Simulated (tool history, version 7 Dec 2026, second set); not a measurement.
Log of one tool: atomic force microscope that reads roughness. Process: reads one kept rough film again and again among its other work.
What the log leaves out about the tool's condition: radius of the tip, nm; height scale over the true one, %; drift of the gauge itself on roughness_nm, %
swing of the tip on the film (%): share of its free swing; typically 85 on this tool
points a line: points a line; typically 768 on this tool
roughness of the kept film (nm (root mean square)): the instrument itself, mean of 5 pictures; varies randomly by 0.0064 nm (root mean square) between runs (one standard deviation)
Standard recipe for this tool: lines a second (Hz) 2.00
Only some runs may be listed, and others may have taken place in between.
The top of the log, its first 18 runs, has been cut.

| run | hour | lines a second (Hz) | swing of the tip on the film (%) | points a line | pictures with this tip | hours of work since the height scale was calibrated | roughness of the kept film (nm (root mean square)) |
|---|---|---|---|---|---|---|---|
| 19 | 320.1 | 3.59 | 57 | 264 | 16 | 452 | 1.384 |
| 20 | 330.2 | 2.07 | 88 | 426 | 28 | 456 | 1.168 |
| 21 | 344.3 | 0.65 | 73 | 575 | 44 | 461 | 1.434 |
| 22 | 355.6 | 0.65 | 59 | 482 | 58 | 466 | 1.444 |
| 23 | 366.6 | 0.65 | 85 | 768 | 71 | 471 | 1.367 |
| 24 | 386.9 | 0.65 | 85 | 768 | 95 | 479 | 1.353 |
| 25 | 399.1 | 0.65 | 85 | 768 | 109 | 484 | 1.335 |
| 26 | 413.4 | 0.65 | 85 | 768 | 126 | 490 | 1.328 |
| 27 | 434.1 | 1.99 | 86 | 441 | 151 | 498 | 1.123 |
| 28 | 451.4 | 0.56 | 89 | 760 | 171 | 505 | 1.291 |
|  | 455.9 | new tip fitted |
| 29 | 472.8 | 2.30 | 85 | 768 | 20 | 514 | 1.184 |
| 30 | 494.0 | 2.30 | 85 | 768 | 45 | 522 | 1.177 |
| 31 | 519.0 | 2.30 | 85 | 768 | 75 | 532 | 1.155 |

Consider 3 possible next runs. They are alternatives, not a sequence: every one starts from the tool as it was left by run 31. What does each give?
| A | 535.2 | 1.26 | 85 | 411 | 94 | 539 | ? |
| B | 535.2 | 2.66 | 73 | 610 | 94 | 539 | ? |
| C | 535.2 | 2.29 | 63 | 447 | 94 | 539 | ? |

| run | roughness of the kept film (nm (root mean square)) |
|---|---|
| A | 1.275 |
| B | 1.248 |
| C | 1.341 |
Stripped of hidden state, with their random variation kept, the same runs would have yielded:
| run | roughness of the kept film (nm (root mean square)) |
|---|---|
| A | 1.345 |
| B | 1.317 |
| C | 1.415 |
